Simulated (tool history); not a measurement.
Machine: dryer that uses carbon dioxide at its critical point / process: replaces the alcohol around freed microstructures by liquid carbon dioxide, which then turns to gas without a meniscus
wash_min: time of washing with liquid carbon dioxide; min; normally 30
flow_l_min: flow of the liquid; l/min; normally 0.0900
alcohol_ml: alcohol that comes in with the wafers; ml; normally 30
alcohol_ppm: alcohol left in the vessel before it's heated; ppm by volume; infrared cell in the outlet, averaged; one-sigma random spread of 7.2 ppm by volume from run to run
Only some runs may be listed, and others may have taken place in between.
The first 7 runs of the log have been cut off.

run	hour	wash_min	flow_l_min	alcohol_ml	alcohol_ppm
8	126.7	30	0.1479	30	58
9	139.2	30	0.1479	30	62
10	151.3	30	0.1479	30	77
11	169.7	30	0.1479	30	71
12	179.1	30	0.1450	30	75
13	195.8	40	0.0900	30	203
14	210.8	40	0.0900	30	223
15	229.2	40	0.0900	26	194
16	239.7	41	0.0900	30	210
17	260.6	38	0.0933	27	247
# hour 278.7: inlet filter changed
18	280.2	26	0.0617	27	2795
19	297.6	26	0.0617	27	2760
20	313.9	26	0.0617	27	2865
21	330.2	24	0.1041	21	433
22	348.3	32	0.0577	27	1914
23	364.7	41	0.1247	30	46
24	378.2	31	0.1232	30	94
25	392.8	31	0.1232	30	93
26	410.9	40	0.1232	66	67

Forecast run 27:
27	423.7	24	0.1232	105	?

Run 27 measured alcohol_ppm 972 ppm by volume.
On a tool with no hidden condition, and with the same random variation, this run would have come out at alcohol_ppm 673 ppm by volume.
